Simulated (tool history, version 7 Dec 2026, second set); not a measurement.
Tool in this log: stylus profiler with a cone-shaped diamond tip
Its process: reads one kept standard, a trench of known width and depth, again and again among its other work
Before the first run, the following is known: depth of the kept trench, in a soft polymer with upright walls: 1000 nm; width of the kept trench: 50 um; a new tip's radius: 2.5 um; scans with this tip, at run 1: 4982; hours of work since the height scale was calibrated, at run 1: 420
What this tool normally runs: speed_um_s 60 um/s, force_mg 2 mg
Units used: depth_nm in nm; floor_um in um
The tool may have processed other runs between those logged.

run,hour,speed_um_s,force_mg,scans with this tip,hours of work since the height scale was calibrated,depth_nm,floor_um
1,0,60,2,4982,420,1004.85,44.68
2,50.3,60,2,5222,440,1005.2,44.55
3,116.1,60,2,5536,467,1005.03,44.55
4,191.5,60,2,5895,497,1004.65,44.51
5,262.5,60,2,6233,526,1004.74,44.4
6,304.8,60,2,6435,543,1004.46,44.43
7,340.6,60,2,6606,557,1004.25,44.38
8,400.8,60,2,6893,581,1003.82,44.32
9,432.8,60,2,7046,594,1004.56,44.31
10,475.7,60,2,7250,611,1004.25,44.24
11,525.8,60,2,7489,632,1003.97,44.25
12,592.9,60,2,7809,659,1004.2,44.22
13,652.6,60,2,8094,683,1003.73,44.15
14,718.4,128,2,8407,709,1003.89,43.68
15,750.1,60,1.58,8559,722,1002.87,44
16,822,60,1.58,8901,751,1002.63,44
17,872.9,60,1.58,9144,771,1002.46,43.98
18,912.8,60,1.58,9335,787,1002.49,43.91
19,967.8,60,1.58,9597,809,1002.56,43.87
20,999.5,60,1.58,9748,822,1002.34,43.84
21,1045.9,60,2,9969,841,1003.67,43.92
22,1088.6,26,1.79,10173,858,1002.59,43.97
23,1153.3,26,1.79,10482,884,1002.42,43.95
24,1200.7,80,5.56,10708,903,1009.37,43.85
25,1272.2,80,5.56,11049,932,1009.4,43.73
26,1315.6,44,3.58,11255,949,1005.89,43.83
27,1382,44,3.58,11572,976,1005.85,43.82
28,1433.4,24,2.44,11817,997,1003.33,43.77
29,1507.5,24,2.44,12171,1026,1003.64,43.73
30,1544.6,52,2.83,12348,1041,1004.18,43.57
31,1576.5,56,2,12500,1054,1002.39,43.51
32,1612.7,16,5.84,12672,1069,1009.58,43.69
33,1655,35,1.83,12874,1086,1002.24,43.54
34,1710.9,39,2,13141,1108,1001.92,43.53
35,1772.7,237,1.81,13435,1133,1001.66,42.32
36,1847.3,22,2.14,13791,1163,1002.05,43.51
37,1889.1,22,2.14,13990,1180,1002.41,43.48
38,1940.4,188,0.8,14235,1201,998.59,41.94
39,1984.3,188,0.8,14444,1218,998.64,41.89
40,2015.8,54,3.38,14595,1231,1004.48,43.35
41,2057.5,51,0.7,14793,1248,998.25,43.02

Some steps in depth_nm between neighbouring runs. How much of each would the tool show without its hidden state too (settings, what came in, random variation), and how much is left for the hidden state, with any gauge scatter that isn't in both results?
Hidden state at play: radius of the tip, um; height scale over the true one, %; drift of the gauge itself on depth_nm, %; drift of the gauge itself on floor_um, %.
Run 3 -> 4: no setting changed, nothing entered. depth_nm -0.38 nm: hidden state -0.11, all else -0.27.
Run 4 -> 5: no setting changed, nothing entered. depth_nm +0.09 nm: hidden state -0.11, all else +0.2.
Run 15 -> 16: no setting changed, nothing entered. depth_nm -0.24 nm: hidden state -0.11, all else -0.13.
Run 23 -> 24: speed_um_s 26 -> 80, force_mg 1.79 -> 5.56. depth_nm +6.95 nm: hidden state -0.11, all else +7.06.
Run 31 -> 32: speed_um_s 56 -> 16, force_mg 2 -> 5.84. depth_nm +7.19 nm: hidden state -0.08, all else +7.27.
Run 32 -> 33: speed_um_s 16 -> 35, force_mg 5.84 -> 1.83. depth_nm -7.34 nm: hidden state -0.03, all else -7.31.

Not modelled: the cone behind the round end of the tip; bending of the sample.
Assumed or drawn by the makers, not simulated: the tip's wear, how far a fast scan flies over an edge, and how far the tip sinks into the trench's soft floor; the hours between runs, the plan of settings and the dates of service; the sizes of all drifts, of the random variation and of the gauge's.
